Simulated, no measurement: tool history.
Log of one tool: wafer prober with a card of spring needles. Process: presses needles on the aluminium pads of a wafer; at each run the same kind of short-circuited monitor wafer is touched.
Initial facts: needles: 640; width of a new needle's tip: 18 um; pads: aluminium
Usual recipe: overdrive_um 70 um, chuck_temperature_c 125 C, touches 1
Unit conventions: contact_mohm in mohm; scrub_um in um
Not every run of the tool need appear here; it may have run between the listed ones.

run,hour,overdrive_um,chuck_temperature_c,touches,contact_mohm,scrub_um
1,0.0,70,125,1,147,10.16
# hour 9.5: tips cleaned on abrasive film
2,10.1,70,125,1,147,10.24
3,19.7,70,125,1,149,10.19
# hour 20.6: tips cleaned on abrasive film
4,27.2,70,125,1,147,10.21
# hour 31.5: tips cleaned on abrasive film
5,33.7,70,125,1,145,10.25
# hour 42.3: tips cleaned on abrasive film
6,44.2,70,125,1,147,10.16
7,50.8,70,125,1,148,10.22
# hour 53.7: tips cleaned on abrasive film
8,60.9,70,96,1,140,10.21
# hour 64.9: tips cleaned on abrasive film
9,68.7,70,96,1,145,10.27
# hour 76.2: tips cleaned on abrasive film
10,76.8,70,96,1,141,10.21
# hour 87.4: tips cleaned on abrasive film
11,87.4,70,125,3,145,10.20
12,95.5,80,125,1,145,11.65
# hour 98.3: tips cleaned on abrasive film
13,105.6,80,125,1,144,11.68
# hour 109.3: tips cleaned on abrasive film
14,116.1,80,125,1,144,11.74
# hour 120.2: tips cleaned on abrasive film
15,125.9,80,125,1,145,11.75
# hour 129.7: height of the first contact set anew
# hour 131.2: tips cleaned on abrasive film
16,132.3,68,125,1,149,9.97

Run 17 is up next; what results do you expect?
17,140.0,68,125,1,?,?

Run 17 came out at contact_mohm 151 mohm, scrub_um 9.93 um.
With no hidden state in the tool, this same run would have given contact_mohm 150 mohm, scrub_um 9.93 um.
